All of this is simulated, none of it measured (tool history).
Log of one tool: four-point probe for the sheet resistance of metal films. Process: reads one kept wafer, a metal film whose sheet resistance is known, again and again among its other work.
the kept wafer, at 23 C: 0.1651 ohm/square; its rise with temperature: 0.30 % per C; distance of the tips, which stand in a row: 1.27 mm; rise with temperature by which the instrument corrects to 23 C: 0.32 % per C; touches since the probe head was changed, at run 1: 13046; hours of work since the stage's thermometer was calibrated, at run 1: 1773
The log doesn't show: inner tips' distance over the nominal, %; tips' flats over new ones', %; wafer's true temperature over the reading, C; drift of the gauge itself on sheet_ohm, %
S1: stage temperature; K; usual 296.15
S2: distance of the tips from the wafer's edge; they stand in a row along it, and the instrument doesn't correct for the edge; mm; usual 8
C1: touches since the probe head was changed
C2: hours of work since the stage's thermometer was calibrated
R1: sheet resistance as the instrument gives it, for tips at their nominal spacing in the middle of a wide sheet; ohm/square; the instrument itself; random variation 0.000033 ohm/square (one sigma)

run      day      S1  S2     C1    C2        R1
  1    0.000  296.15   8  13046  1773  0.168447
  2    2.788  296.15   8  13890  1806  0.168491
  3    6.679  296.15   8  15067  1853  0.168371
  4    9.533  292.15   8  15931  1887  0.168603
  5   11.929  292.15   8  16656  1915  0.168656
  6   15.812  296.15  14  17831  1962  0.166967
  7   18.221  296.15  14  18560  1990  0.166965
  8   19.962  296.15  14  19086  2011  0.166930
  9   23.400  300.15   8  20127  2052  0.168372
 10   26.733  306.15   8  21135  2092  0.168208
 11   28.562  296.15  51  21689  2114  0.166394
 12   31.950  296.15   8  22714  2154  0.168606
 13   34.167  296.15   8  23384  2181  0.168594
 14   37.542  296.15   8  24407  2221  0.168574
 15   40.608  299.15   8  25334  2258  0.168533
 16   44.108  299.15   8  26393  2299  0.168574
 17   46.812  299.15   8  27211  2332  0.168599
 18   50.879  299.15   8  28442  2380  0.168604
 19   54.092  304.15   8  29414  2418  0.168467
 20   56.288  296.15   8  30078  2445  0.168640
 21   58.921  296.15   8  30875  2476  0.168747
      62.442  -- stage's thermometer calibrated
 22   62.762  293.15   8  32031     4  0.168631
 23   66.475  301.15  18  33154    48  0.166580
 24   68.450  296.15  36  33752    72  0.166464
 25   72.062  296.15  36  34845   115  0.166525
 26   75.654  293.15   8  35932   158  0.168665
 27   79.404  304.15  16  37067   202  0.166618
 28   81.912  294.15   3  37825   232  0.180935
 29   84.762  303.15   4  38688   266  0.174654
 30   88.496  303.15   4  39818   311  0.174673
 31   90.696  300.15   7  40484   337  0.169168
 32   94.754  297.15   6  41711   386  0.170344
 33   98.221  304.15  65  42760   427  0.166176
 34  101.312  303.15  16  43696   464  0.166734
 35  104.467  300.15   7  44650   502  0.169245
 36  106.896  306.15  47  45385   531  0.166237
 37  110.875  296.15   9  46589   578  0.168205
 38  113.546  294.15  38  47398   610  0.166716
 39  115.496  292.15   6  47987   633  0.170637
 40  119.200  292.15   6  49108   677  0.170672
 41  121.483  292.15   6  49799   705  0.170641
 42  123.450  305.15  30  50394   728  0.166367
 43  126.250  305.15  30  51241   762  0.166495
 44  129.533  304.15  61  52235   801  0.166367

Hidden state or all else? Some run-to-run changes of R1, split into what the settings, what came in and random variation would give without the hidden state, and what is left for the hidden state (with any gauge scatter that isn't in both results):
Run 21 -> 22: S1 296.15 -> 293.15, stage's thermometer calibrated. R1 -0.000116 ohm/square: hidden state -0.000248, all else +0.000132.
Run 27 -> 28: S1 304.15 -> 294.15, S2 16 -> 3. R1 +0.014317 ohm/square: hidden state +0.000115, all else +0.014202.
Run 28 -> 29: S1 294.15 -> 303.15, S2 3 -> 4. R1 -0.006281 ohm/square: hidden state -0.000029, all else -0.006252.
Run 30 -> 31: S1 303.15 -> 300.15, S2 4 -> 7. R1 -0.005505 ohm/square: hidden state -0.000028, all else -0.005477.
Run 38 -> 39: S1 294.15 -> 292.15, S2 38 -> 6. R1 +0.003921 ohm/square: hidden state +0.000044, all else +0.003877.
